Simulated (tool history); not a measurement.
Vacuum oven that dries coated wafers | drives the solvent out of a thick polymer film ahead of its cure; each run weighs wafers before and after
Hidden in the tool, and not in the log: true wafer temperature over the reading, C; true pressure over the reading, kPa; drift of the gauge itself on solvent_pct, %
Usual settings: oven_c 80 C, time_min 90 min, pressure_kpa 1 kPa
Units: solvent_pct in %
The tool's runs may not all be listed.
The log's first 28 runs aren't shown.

run	day	oven_c	time_min	pressure_kpa	hours of work since the thermocouples were calibrated	hours of work since the vacuum gauge was cleaned of residue	solvent_pct
29	68.988	86	111	1.05	834	762	0.77
30	71.196	80	130	1	867	795	0.9
31	73.454	84	65	1	901	829	2.18
32	75.312	84	65	1	929	857	2.2
33	77.725	84	65	1	965	893	2.17
34	79.304	80	74	0.79	989	917	2.29
35	82.125	80	74	0.79	1032	959	2.29
36	83.971	92	75	1.36	1059	987	0.86
37	86.908	80	90	0.81	1103	1031	1.54
38	90.033	78	90	1.18	1150	1078	2.19
39	91.5	78	114	3.7	1172	1100	3.02
40	93.125	68	65	3.7	1197	1124	8.66
41	95.529	83	110	3.3	1233	1161	2.19
42	98.508	80	90	0.84	1278	1205	1.67
43	100.892	80	111	0.82	1314	1241	1.1

Forecast each of these 3 alternatives for the next run:
A	102.538	85	111	0.54	1338	1266	?
B	102.538	80	111	3.59	1338	1266	?
C	102.538	68	90	1	1338	1266	?

run	solvent_pct
A	0.51
B	2.72
C	4.48
Without the tool's hidden state the same runs would have given:
run	solvent_pct
A	0.5
B	2.7
C	4.45

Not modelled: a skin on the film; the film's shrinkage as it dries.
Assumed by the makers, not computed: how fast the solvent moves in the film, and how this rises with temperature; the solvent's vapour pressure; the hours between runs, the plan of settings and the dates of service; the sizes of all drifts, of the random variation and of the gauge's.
